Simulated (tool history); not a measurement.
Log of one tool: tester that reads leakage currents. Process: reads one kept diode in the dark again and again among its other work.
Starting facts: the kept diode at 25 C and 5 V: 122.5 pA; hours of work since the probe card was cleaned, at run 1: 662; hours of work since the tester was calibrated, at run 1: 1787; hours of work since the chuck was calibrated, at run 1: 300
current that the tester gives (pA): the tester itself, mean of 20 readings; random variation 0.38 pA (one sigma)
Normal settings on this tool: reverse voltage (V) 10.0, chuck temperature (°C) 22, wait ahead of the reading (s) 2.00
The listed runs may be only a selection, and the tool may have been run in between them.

run    hour  reverse voltage (V)  chuck temperature (°C)  wait ahead of the reading (s)  hours of work since the probe card was cleaned  hours of work since the tester was calibrated  hours of work since the chuck was calibrated  current that the tester gives (pA)
  1     0.0                 10.0                      22                           2.00                                             662                                           1787                                           300                              143.25
  2    43.9                 10.0                      22                           2.00                                             693                                           1818                                           331                              143.66
  3   104.9                 10.0                      22                           2.00                                             736                                           1861                                           374                              144.65
  4   157.4                 10.0                      22                           2.00                                             773                                           1898                                           411                              146.69
  5   222.1                 10.0                      22                           2.00                                             818                                           1943                                           456                              147.34
  6   259.1                 10.0                      22                           2.00                                             844                                           1969                                           482                              148.50
  7   323.3                 10.0                      22                           2.00                                             889                                           2015                                           528                              150.53
  8   383.5                 10.0                      37                           2.00                                             932                                           2057                                           570                              478.67
  9   427.8                 11.1                      22                           2.00                                             963                                           2088                                           601                              159.33
 10   478.1                 11.1                      22                           2.00                                             999                                           2124                                           637                              160.27
 11   523.2                 11.1                      22                           2.00                                            1030                                           2156                                           669                              161.39
 12   567.5                 10.0                      22                           9.90                                            1062                                           2187                                           700                              153.23
 13   630.7                 10.0                      22                           9.90                                            1106                                           2231                                           744                              156.04
 14   693.1                 10.0                      22                           9.90                                            1150                                           2275                                           788                              157.29
 15   743.0                  5.9                      22                           2.00                                            1185                                           2310                                           823                              125.00
 16   786.8                  5.9                      22                           1.39                                            1216                                           2341                                           854                              126.62
 17   847.6                 10.0                      51                           2.00                                            1259                                           2384                                           897                             1383.17
 18   912.3                 10.0                      51                           2.00                                            1305                                           2430                                           943                             1388.46
 19   966.8                 10.0                      22                           2.00                                            1343                                           2468                                           981                              163.67
 20  1026.5                 10.0                      22                           2.00                                            1385                                           2510                                          1023                              165.57
 21  1058.8                 10.0                      55                           0.73                                            1408                                           2533                                          1046                             1856.61
 22  1103.0                  2.3                      22                           6.78                                            1439                                           2564                                          1077                               86.37
 23  1136.0                  6.3                      39                           4.61                                            1462                                           2587                                          1100                              488.66
 24  1181.5                 16.4                      21                           1.29                                            1494                                           2619                                          1132                              203.13
     1204.3  -- chuck's temperature calibrated
 25  1220.7                 16.4                      21                           1.29                                            1520                                           2646                                            12                              184.54
 26  1284.6                 16.4                      21                           1.29                                            1565                                           2691                                            57                              186.13
 27  1341.5                 10.5                      48                           3.89                                            1606                                           2731                                            97                             1056.86
 28  1396.4                 10.0                      22                           0.52                                            1644                                           2769                                           135                              160.53
     1420.9  -- probe card cleaned and baked
 29  1439.3                 10.0                      22                           0.52                                              13                                           2798                                           164                              133.36
 30  1498.3                  1.4                      22                           2.00                                              55                                           2839                                           205                               60.23
 31  1548.1                  2.7                      33                           1.25                                              90                                           2874                                           240                              196.17
 32  1601.5                  2.7                      33                           1.25                                             127                                           2912                                           278                              196.25
 33  1656.5                  5.0                      44                           0.84                                             166                                           2951                                           317                              586.42
 34  1683.2                  5.0                      34                           2.78                                             185                                           2969                                           335                              274.34
 35  1737.5                 11.0                      40                           2.51                                             223                                           3008                                           374                              594.83
 36  1772.5                  8.5                      29                           2.00                                             248                                           3032                                           398                              226.35
 37  1834.2                  2.1                      24                           2.00                                             291                                           3076                                           442                               86.92
 38  1900.5                 14.6                      37                           9.48                                             338                                           3123                                           489                              536.28
 39  1932.6                 14.6                      37                           9.48                                             361                                           3145                                           511                              539.18

Here are 5 independent what-if runs from the current tool condition. What would each one return?
  A  1966.8                 10.0                      38                           2.59                                             385                                           3169                                           535                                   ?
  B  1966.8                 10.0                      48                           6.16                                             385                                           3169                                           535                                   ?
  C  1966.8                  2.3                      56                           0.44                                             385                                           3169                                           535                                   ?
  D  1966.8                 10.0                      56                           2.00                                             385                                           3169                                           535                                   ?
  E  1966.8                 11.4                      33                           0.84                                             385                                           3169                                           535                                   ?

run  current that the tester gives (pA)
  A                              505.89
  B                             1065.59
  C                             1063.25
  D                             1877.41
  E                              361.12
With the hidden condition removed and each run's random variation left untouched, the same runs would have given:
run  current that the tester gives (pA)
  A                              466.47
  B                              992.24
  C                              997.02
  D                             1756.82
  E                              330.03

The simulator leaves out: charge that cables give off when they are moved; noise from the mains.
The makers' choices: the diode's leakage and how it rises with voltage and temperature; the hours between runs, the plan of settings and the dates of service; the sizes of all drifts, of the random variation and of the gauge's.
